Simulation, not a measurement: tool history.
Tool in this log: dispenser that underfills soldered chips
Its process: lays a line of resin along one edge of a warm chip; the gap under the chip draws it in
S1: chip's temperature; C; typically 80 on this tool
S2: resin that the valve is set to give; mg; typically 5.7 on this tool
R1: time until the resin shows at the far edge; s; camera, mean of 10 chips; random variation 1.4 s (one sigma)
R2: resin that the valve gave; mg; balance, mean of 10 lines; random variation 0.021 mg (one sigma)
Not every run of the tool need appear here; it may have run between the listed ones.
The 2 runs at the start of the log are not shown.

{"run": 3, "hour": 21.4, "S1": 80, "S2": 5.7, "R1": 193.7, "R2": 5.52}
{"hour": 26.0, "done": "new syringe of resin"}
{"run": 4, "hour": 37.7, "S1": 89, "S2": 5.7, "R1": 139.2, "R2": 5.46}
{"hour": 40.8, "done": "new syringe of resin"}
{"hour": 44.5, "done": "dispensing valve cleaned and set on the balance"}
{"run": 5, "hour": 53.3, "S1": 89, "S2": 4.96, "R1": 147.8, "R2": 4.93}
{"hour": 56.5, "done": "new syringe of resin"}
{"run": 6, "hour": 67.4, "S1": 86, "S2": 5.7, "R1": 153.6, "R2": 5.68}
{"hour": 71.7, "done": "new syringe of resin"}
{"run": 7, "hour": 83.2, "S1": 86, "S2": 5.7, "R1": 158.5, "R2": 5.62}
{"hour": 87.1, "done": "new syringe of resin"}
{"run": 8, "hour": 94.0, "S1": 86, "S2": 6.71, "R1": 136.1, "R2": 6.62}
{"hour": 102.4, "done": "new syringe of resin"}
{"run": 9, "hour": 102.4, "S1": 86, "S2": 6.71, "R1": 117.2, "R2": 6.61}
{"run": 10, "hour": 111.1, "S1": 91, "S2": 5.7, "R1": 121.7, "R2": 5.62}
{"hour": 118.0, "done": "new syringe of resin"}
{"run": 11, "hour": 122.2, "S1": 91, "S2": 5.7, "R1": 111.1, "R2": 5.58}
{"hour": 133.0, "done": "new syringe of resin"}
{"run": 12, "hour": 133.0, "S1": 80, "S2": 5.52, "R1": 147.1, "R2": 5.41}
{"run": 13, "hour": 146.1, "S1": 80, "S2": 5.52, "R1": 206.3, "R2": 5.34}
{"hour": 148.1, "done": "new syringe of resin"}
{"run": 14, "hour": 161.3, "S1": 80, "S2": 5.52, "R1": 207.3, "R2": 5.32}
{"hour": 163.6, "done": "new syringe of resin"}
{"run": 15, "hour": 170.1, "S1": 80, "S2": 5.52, "R1": 176.8, "R2": 5.36}
{"hour": 179.1, "done": "new syringe of resin"}
{"run": 16, "hour": 184.2, "S1": 83, "S2": 5.7, "R1": 156.4, "R2": 5.48}
{"hour": 194.8, "done": "new syringe of resin"}
{"hour": 199.2, "done": "dispensing valve cleaned and set on the balance"}
{"run": 17, "hour": 199.2, "S1": 83, "S2": 5.7, "R1": 145, "R2": 5.68}
{"run": 18, "hour": 209.7, "S1": 83, "S2": 5.7, "R1": 187.3, "R2": 5.63}
{"hour": 210.9, "done": "new syringe of resin"}
{"hour": 218.2, "done": "stage's temperature calibrated"}
{"run": 19, "hour": 222.4, "S1": 83, "S2": 5.7, "R1": 161.8, "R2": 5.64}
{"hour": 227.9, "done": "new syringe of resin"}
{"run": 20, "hour": 238.2, "S1": 83, "S2": 5.7, "R1": 159.7, "R2": 5.67}
{"hour": 242.7, "done": "new syringe of resin"}
{"run": 21, "hour": 250.8, "S1": 87, "S2": 5.7, "R1": 131, "R2": 5.67}
{"hour": 258.7, "done": "new syringe of resin"}
{"run": 22, "hour": 266.1, "S1": 80, "S2": 5.47, "R1": 160.9, "R2": 5.41}
{"hour": 273.5, "done": "new syringe of resin"}
{"run": 23, "hour": 274.4, "S1": 80, "S2": 5.47, "R1": 142.9, "R2": 5.34}

For run 24, what comes out?
{"run": 24, "hour": 284.3, "S1": 75, "S2": 5.7, "R1": "?", "R2": "?"}

Run 24 measured R1 220.6 s, R2 5.6 mg.
Minus the tool's unlogged condition, the same run would have read R1 169.2 s, R2 5.71 mg.
